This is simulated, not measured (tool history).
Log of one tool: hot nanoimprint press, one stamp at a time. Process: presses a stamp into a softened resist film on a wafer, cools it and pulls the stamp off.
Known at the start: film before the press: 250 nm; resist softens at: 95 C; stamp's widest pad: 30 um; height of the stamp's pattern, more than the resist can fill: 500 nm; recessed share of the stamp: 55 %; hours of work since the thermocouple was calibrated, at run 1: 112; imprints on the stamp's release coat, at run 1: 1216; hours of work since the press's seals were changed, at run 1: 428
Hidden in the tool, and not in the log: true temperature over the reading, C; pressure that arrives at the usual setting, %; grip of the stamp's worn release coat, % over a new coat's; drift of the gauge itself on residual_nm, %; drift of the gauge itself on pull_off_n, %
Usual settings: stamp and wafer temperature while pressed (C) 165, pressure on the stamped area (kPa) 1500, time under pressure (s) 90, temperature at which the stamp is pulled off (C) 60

| run | day | stamp and wafer temperature while pressed (C) | pressure on the stamped area (kPa) | time under pressure (s) | temperature at which the stamp is pulled off (C) | hours of work since the thermocouple was calibrated | imprints on the stamp's release coat | hours of work since the press's seals were changed | resist left under the stamp's widest pad (nm) | greatest force while the stamp is pulled off (N) |
|---|---|---|---|---|---|---|---|---|---|---|
| 1 | 0.000 | 165 | 1500 | 90 | 60 | 112 | 1216 | 428 | 127.9 | 296 |
| 2 | 0.379 | 165 | 1500 | 90 | 66 | 119 | 1242 | 435 | 127.2 | 259 |
| 3 | 0.658 | 165 | 1500 | 180 | 66 | 123 | 1261 | 439 | 99.8 | 256 |
| 4 | 1.000 | 165 | 1010 | 180 | 66 | 129 | 1284 | 445 | 123.3 | 264 |
| 5 | 1.533 | 165 | 1500 | 90 | 60 | 138 | 1321 | 455 | 126.8 | 305 |
| 6 | 1.988 | 165 | 1500 | 90 | 60 | 146 | 1352 | 462 | 126.5 | 312 |
| 7 | 2.254 | 165 | 1500 | 133 | 60 | 151 | 1370 | 467 | 112.2 | 318 |
|  | 2.971 | stamp cleaned and given a new release coat |
| 8 | 3.100 | 165 | 1500 | 133 | 60 | 161 | 9 | 477 | 110.4 | 204 |
| 9 | 3.558 | 165 | 950 | 90 | 60 | 169 | 40 | 485 | 157.0 | 212 |
| 10 | 3.821 | 165 | 950 | 90 | 60 | 173 | 58 | 490 | 156.1 | 218 |
| 11 | 4.417 | 165 | 950 | 90 | 60 | 184 | 99 | 500 | 156.9 | 222 |
| 12 | 4.967 | 165 | 1940 | 90 | 60 | 193 | 136 | 509 | 111.9 | 226 |
| 13 | 5.300 | 165 | 1500 | 90 | 60 | 199 | 159 | 515 | 128.0 | 223 |
| 14 | 5.575 | 165 | 1500 | 90 | 60 | 203 | 178 | 520 | 126.0 | 223 |
| 15 | 6.050 | 165 | 1500 | 90 | 46 | 212 | 210 | 528 | 126.6 | 301 |
| 16 | 6.612 | 166 | 1490 | 156 | 45 | 221 | 249 | 537 | 101.5 | 313 |
| 17 | 6.983 | 175 | 1490 | 114 | 45 | 228 | 274 | 544 | 74.3 | 324 |
| 18 | 7.588 | 162 | 1840 | 90 | 60 | 238 | 316 | 554 | 131.8 | 235 |
| 19 | 8.092 | 158 | 1500 | 93 | 55 | 247 | 350 | 563 | 168.1 | 261 |
| 20 | 8.462 | 173 | 2110 | 90 | 55 | 253 | 376 | 569 | 73.0 | 267 |
| 21 | 9.083 | 165 | 1750 | 90 | 64 | 264 | 418 | 580 | 116.9 | 218 |
| 22 | 9.454 | 153 | 1500 | 90 | 60 | 270 | 443 | 586 | 201.2 | 233 |
| 23 | 9.942 | 165 | 1500 | 85 | 46 | 278 | 477 | 595 | 128.2 | 340 |
| 24 | 10.267 | 165 | 1110 | 128 | 46 | 284 | 499 | 600 | 129.2 | 331 |
| 25 | 10.817 | 165 | 1110 | 128 | 46 | 294 | 537 | 610 | 128.8 | 342 |
| 26 | 11.225 | 160 | 1270 | 145 | 51 | 301 | 565 | 617 | 146.0 | 313 |
| 27 | 11.829 | 160 | 1270 | 145 | 51 | 311 | 606 | 627 | 146.4 | 325 |
| 28 | 12.325 | 160 | 1270 | 145 | 51 | 319 | 640 | 636 | 146.0 | 310 |
| 29 | 12.717 | 160 | 2210 | 85 | 51 | 326 | 667 | 642 | 134.5 | 321 |

5 ways to go on from here, each from the tool as it stands after run 29. What would each give?
| A | 13.033 | 158 | 1070 | 85 | 48 | 332 | 689 | 648 | ? | ? |
| B | 13.033 | 165 | 1500 | 90 | 53 | 332 | 689 | 648 | ? | ? |
| C | 13.033 | 165 | 910 | 90 | 57 | 332 | 689 | 648 | ? | ? |
| D | 13.033 | 174 | 1500 | 90 | 60 | 332 | 689 | 648 | ? | ? |
| E | 13.033 | 158 | 2210 | 85 | 56 | 332 | 689 | 648 | ? | ? |

| run | resist left under the stamp's widest pad (nm) | greatest force while the stamp is pulled off (N) |
|---|---|---|
| A | 191.2 | 338 |
| B | 124.0 | 310 |
| C | 157.3 | 269 |
| D | 83.9 | 254 |
| E | 147.0 | 272 |
Without the tool's hidden state the same runs would have given:
| run | resist left under the stamp's widest pad (nm) | greatest force while the stamp is pulled off (N) |
|---|---|---|
| A | 193.8 | 276 |
| B | 125.3 | 254 |
| C | 160.1 | 221 |
| D | 84.4 | 209 |
| E | 147.1 | 224 |
